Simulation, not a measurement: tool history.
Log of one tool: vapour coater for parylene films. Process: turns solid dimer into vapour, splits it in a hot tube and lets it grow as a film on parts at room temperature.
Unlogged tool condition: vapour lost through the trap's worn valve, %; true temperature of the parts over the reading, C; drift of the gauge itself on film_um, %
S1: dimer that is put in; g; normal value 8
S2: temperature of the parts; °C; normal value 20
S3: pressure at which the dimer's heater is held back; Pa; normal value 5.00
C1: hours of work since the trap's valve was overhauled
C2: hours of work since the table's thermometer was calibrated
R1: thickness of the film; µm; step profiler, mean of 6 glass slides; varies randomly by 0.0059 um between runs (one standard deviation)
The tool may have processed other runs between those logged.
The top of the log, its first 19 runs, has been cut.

run 20 hour=266.3 | S1=8 S2=20 S3=2.11 | C1=171 C2=135 | R1=4.548
run 21 hour=278.5 | S1=8 S2=20 S3=2.11 | C1=177 C2=141 | R1=4.557
run 22 hour=294.9 | S1=8 S2=20 S3=5.00 | C1=185 C2=149 | R1=4.105
run 23 hour=303.1 | S1=6 S2=24 S3=8.36 | C1=189 C2=154 | R1=2.692
run 24 hour=311.7 | S1=13 S2=24 S3=9.50 | C1=193 C2=158 | R1=5.747
run 25 hour=321.3 | S1=13 S2=19 S3=10.34 | C1=198 C2=162 | R1=6.249
run 26 hour=331.4 | S1=8 S2=18 S3=9.41 | C1=203 C2=167 | R1=3.957
run 27 hour=347.6 | S1=4 S2=20 S3=6.77 | C1=211 C2=175 | R1=1.985
run 28 hour=364.7 | S1=3 S2=20 S3=4.58 | C1=220 C2=184 | R1=1.557
run 29 hour=376.0 | S1=3 S2=20 S3=4.58 | C1=225 C2=190 | R1=1.562
run 30 hour=393.5 | S1=8 S2=23 S3=2.05 | C1=234 C2=198 | R1=4.314
run 31 hour=401.7 | S1=8 S2=20 S3=6.76 | C1=238 C2=202 | R1=3.958
run 32 hour=413.7 | S1=13 S2=30 S3=9.73 | C1=244 C2=208 | R1=5.132
run 33 hour=426.4 | S1=13 S2=30 S3=9.73 | C1=250 C2=214 | R1=5.129
run 34 hour=436.8 | S1=9 S2=16 S3=5.00 | C1=255 C2=220 | R1=4.994

The next listed run, before its measurement:
run 35 hour=451.4 | S1=9 S2=16 S3=5.00 | C1=262 C2=227 | R1=?

R1: 4.973 µm
Without the tool's hidden state the same run would have given R1 4.979 µm.
